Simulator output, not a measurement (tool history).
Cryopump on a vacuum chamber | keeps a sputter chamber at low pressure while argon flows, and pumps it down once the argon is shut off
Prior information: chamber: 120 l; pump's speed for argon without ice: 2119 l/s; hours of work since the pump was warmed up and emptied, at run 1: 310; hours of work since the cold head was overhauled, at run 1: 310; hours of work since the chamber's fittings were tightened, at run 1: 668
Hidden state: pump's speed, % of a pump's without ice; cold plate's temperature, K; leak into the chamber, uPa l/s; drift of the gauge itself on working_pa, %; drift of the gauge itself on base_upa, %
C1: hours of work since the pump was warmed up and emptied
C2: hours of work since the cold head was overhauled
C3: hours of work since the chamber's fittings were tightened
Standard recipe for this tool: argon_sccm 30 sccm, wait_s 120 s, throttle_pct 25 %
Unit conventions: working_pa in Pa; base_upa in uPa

run 1 day=0.000 | argon_sccm=30 wait_s=120 throttle_pct=25 | C1=310 C2=310 C3=668 | working_pa=0.0974 base_upa=1.28
run 2 day=0.388 | argon_sccm=30 wait_s=120 throttle_pct=25 | C1=317 C2=317 C3=676 | working_pa=0.0984 base_upa=1.28
run 3 day=0.996 | argon_sccm=30 wait_s=120 throttle_pct=25 | C1=329 C2=329 C3=687 | working_pa=0.0987 base_upa=1.35
run 4 day=1.892 | argon_sccm=30 wait_s=120 throttle_pct=25 | C1=346 C2=346 C3=704 | working_pa=0.0988 base_upa=1.33
run 5 day=2.400 | argon_sccm=30 wait_s=120 throttle_pct=25 | C1=356 C2=356 C3=714 | working_pa=0.0983 base_upa=1.37
run 6 day=3.308 | argon_sccm=30 wait_s=120 throttle_pct=25 | C1=373 C2=373 C3=731 | working_pa=0.0985 base_upa=1.36
run 7 day=4.038 | argon_sccm=30 wait_s=120 throttle_pct=25 | C1=387 C2=387 C3=745 | working_pa=0.0978 base_upa=1.43
run 8 day=4.900 | argon_sccm=38 wait_s=120 throttle_pct=25 | C1=404 C2=404 C3=762 | working_pa=0.1261 base_upa=1.43
run 9 day=5.554 | argon_sccm=30 wait_s=120 throttle_pct=25 | C1=416 C2=416 C3=774 | working_pa=0.0996 base_upa=1.48
run 10 day=6.375 | argon_sccm=40 wait_s=120 throttle_pct=25 | C1=432 C2=432 C3=790 | working_pa=0.1323 base_upa=1.44
run 11 day=6.996 | argon_sccm=40 wait_s=120 throttle_pct=25 | C1=444 C2=444 C3=802 | working_pa=0.1332 base_upa=1.46
run 12 day=7.600 | argon_sccm=40 wait_s=120 throttle_pct=25 | C1=455 C2=455 C3=813 | working_pa=0.1332 base_upa=1.49
run 13 day=8.062 | argon_sccm=30 wait_s=120 throttle_pct=25 | C1=464 C2=464 C3=822 | working_pa=0.1005 base_upa=1.48
run 14 day=8.696 | argon_sccm=13 wait_s=29 throttle_pct=51 | C1=476 C2=476 C3=834 | working_pa=0.0223 base_upa=3.22
run 15 day=9.400 | argon_sccm=13 wait_s=29 throttle_pct=51 | C1=490 C2=490 C3=848 | working_pa=0.0227 base_upa=3.19
run 16 day=9.779 | argon_sccm=24 wait_s=52 throttle_pct=27 | C1=497 C2=497 C3=855 | working_pa=0.0736 base_upa=2.24
run 17 day=10.271 | argon_sccm=24 wait_s=52 throttle_pct=27 | C1=506 C2=506 C3=864 | working_pa=0.0750 base_upa=2.23
run 18 day=10.917 | argon_sccm=30 wait_s=22 throttle_pct=17 | C1=519 C2=519 C3=877 | working_pa=0.1449 base_upa=4.13
run 19 day=11.500 | argon_sccm=39 wait_s=254 throttle_pct=25 | C1=530 C2=530 C3=888 | working_pa=0.1307 base_upa=1.30
run 20 day=12.012 | argon_sccm=39 wait_s=254 throttle_pct=25 | C1=539 C2=539 C3=898 | working_pa=0.1306 base_upa=1.30
run 21 day=12.542 | argon_sccm=18 wait_s=183 throttle_pct=25 | C1=550 C2=550 C3=908 | working_pa=0.0599 base_upa=1.34
run 22 day=13.250 | argon_sccm=18 wait_s=183 throttle_pct=25 | C1=563 C2=563 C3=921 | working_pa=0.0601 base_upa=1.42
run 23 day=13.896 | argon_sccm=18 wait_s=183 throttle_pct=25 | C1=575 C2=575 C3=934 | working_pa=0.0603 base_upa=1.45
run 24 day=14.746 | argon_sccm=18 wait_s=183 throttle_pct=25 | C1=592 C2=592 C3=950 | working_pa=0.0602 base_upa=1.47
run 25 day=15.546 | argon_sccm=18 wait_s=183 throttle_pct=25 | C1=607 C2=607 C3=965 | working_pa=0.0611 base_upa=1.47
run 26 day=16.096 | argon_sccm=26 wait_s=183 throttle_pct=31 | C1=617 C2=617 C3=976 | working_pa=0.0710 base_upa=1.48

For each run, the measured value with the value that run would have given without the tool's hidden condition subtracted. The run-to-run variation is shared by both, the gauge scatter possibly not:
run=1 working_pa=+0.0024 base_upa=+0.62
run=2 working_pa=+0.0024 base_upa=+0.62
run=3 working_pa=+0.0025 base_upa=+0.65
run=4 working_pa=+0.0027 base_upa=+0.66
run=5 working_pa=+0.0028 base_upa=+0.68
run=6 working_pa=+0.0029 base_upa=+0.69
run=7 working_pa=+0.0030 base_upa=+0.73
run=8 working_pa=+0.0040 base_upa=+0.73
run=9 working_pa=+0.0033 base_upa=+0.78
run=10 working_pa=+0.0045 base_upa=+0.77
run=11 working_pa=+0.0047 base_upa=+0.80
run=12 working_pa=+0.0048 base_upa=+0.83
run=13 working_pa=+0.0036 base_upa=+0.81
run=14 working_pa=+0.0016 base_upa=+0.83
run=15 working_pa=+0.0016 base_upa=+0.84
run=16 working_pa=+0.0032 base_upa=+0.86
run=17 working_pa=+0.0032 base_upa=+0.86
run=18 working_pa=+0.0041 base_upa=+0.92
run=19 working_pa=+0.0055 base_upa=+0.91
run=20 working_pa=+0.0056 base_upa=+0.92
run=21 working_pa=+0.0026 base_upa=+0.87
run=22 working_pa=+0.0027 base_upa=+0.94
run=23 working_pa=+0.0028 base_upa=+0.95
run=24 working_pa=+0.0029 base_upa=+0.96
run=25 working_pa=+0.0029 base_upa=+1.00
run=26 working_pa=+0.0044 base_upa=+0.99
